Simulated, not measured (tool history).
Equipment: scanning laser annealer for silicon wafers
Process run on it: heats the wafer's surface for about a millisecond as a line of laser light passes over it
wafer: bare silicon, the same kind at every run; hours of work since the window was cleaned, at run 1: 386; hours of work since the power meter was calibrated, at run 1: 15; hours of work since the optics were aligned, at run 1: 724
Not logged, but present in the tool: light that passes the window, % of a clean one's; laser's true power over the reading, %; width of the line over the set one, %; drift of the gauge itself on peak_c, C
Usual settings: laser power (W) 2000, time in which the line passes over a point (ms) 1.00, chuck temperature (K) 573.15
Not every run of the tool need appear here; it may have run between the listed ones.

run   hour  laser power (W)  time in which the line passes over a point (ms)  chuck temperature (K)  hours of work since the window was cleaned  hours of work since the power meter was calibrated  hours of work since the optics were aligned  highest temperature of the surface (K)
  1    0.0             2000                                             1.00                 573.15                                         386                                                  15                                          724                                 1339.15
  2    6.8             2000                                             1.00                 573.15                                         392                                                  20                                          729                                 1338.15
  3   11.6             2000                                             1.00                 573.15                                         395                                                  24                                          733                                 1339.15
  4   18.6             2000                                             0.81                 573.15                                         401                                                  29                                          739                                 1252.15
  5   26.8             2000                                             1.00                 573.15                                         407                                                  36                                          745                                 1337.15
  6   34.5             2000                                             1.00                 573.15                                         413                                                  42                                          751                                 1335.15
  7   39.5             2000                                             1.00                 549.15                                         417                                                  46                                          755                                 1311.15
  8   48.1             2000                                             1.00                 549.15                                         424                                                  52                                          761                                 1314.15
  9   54.0             2000                                             1.00                 578.15                                         428                                                  57                                          766                                 1340.15
 10   58.7             2000                                             1.00                 573.15                                         432                                                  60                                          770                                 1335.15
 11   63.6             2000                                             1.00                 573.15                                         436                                                  64                                          773                                 1332.15
 12   70.1             2000                                             1.00                 573.15                                         441                                                  69                                          778                                 1337.15
 13   75.1             2000                                             1.00                 573.15                                         445                                                  73                                          782                                 1333.15
 14   81.7             1888                                             1.00                 573.15                                         450                                                  78                                          788                                 1293.15
 15   87.5             1888                                             1.00                 573.15                                         454                                                  83                                          792                                 1296.15
 16   94.4             2039                                             1.00                 541.15                                         460                                                  88                                          797                                 1316.15
 17  103.7             1906                                             1.00                 608.15                                         467                                                  95                                          805                                 1338.15
 18  107.8             2184                                             1.23                 608.15                                         470                                                  98                                          808                                 1533.15
 19  113.1             2184                                             1.23                 608.15                                         474                                                 103                                          812                                 1533.15
 20  118.6             2184                                             1.23                 608.15                                         478                                                 107                                          816                                 1530.15
 21  126.4             2184                                             1.23                 545.15                                         484                                                 113                                          822                                 1469.15
 22  132.7             2000                                             1.00                 583.15                                         489                                                 118                                          827                                 1345.15
 23  141.2             2000                                             1.00                 551.15                                         496                                                 124                                          834                                 1312.15
 24  149.8             2000                                             1.00                 551.15                                         503                                                 131                                          840                                 1312.15
 25  158.5             2000                                             1.00                 551.15                                         509                                                 138                                          847                                 1310.15
 26  162.8             2000                                             0.77                 556.15                                         513                                                 141                                          850                                 1210.15
 27  170.4             1859                                             0.87                 573.15                                         519                                                 147                                          856                                 1233.15

5 ways to go on from here, each from the tool as it stands after run 27. What would each give?
  A  176.9             1859                                             1.14                 573.15                                         524                                                 152                                          861                                       ?
  B  176.9             1859                                             0.87                 601.15                                         524                                                 152                                          861                                       ?
  C  176.9             1966                                             0.77                 573.15                                         524                                                 152                                          861                                       ?
  D  176.9             1955                                             0.87                 573.15                                         524                                                 152                                          861                                       ?
  E  176.9             2000                                             1.01                 573.15                                         524                                                 152                                          861                                       ?

run  highest temperature of the surface (K)
  A                                 1334.15
  B                                 1260.15
  C                                 1222.15
  D                                 1262.15
  E                                 1337.15
With no hidden state in the tool, these same runs would have given:
run  highest temperature of the surface (K)
  A                                 1356.15
  B                                 1279.15
  C                                 1241.15
  D                                 1282.15
  E                                 1359.15
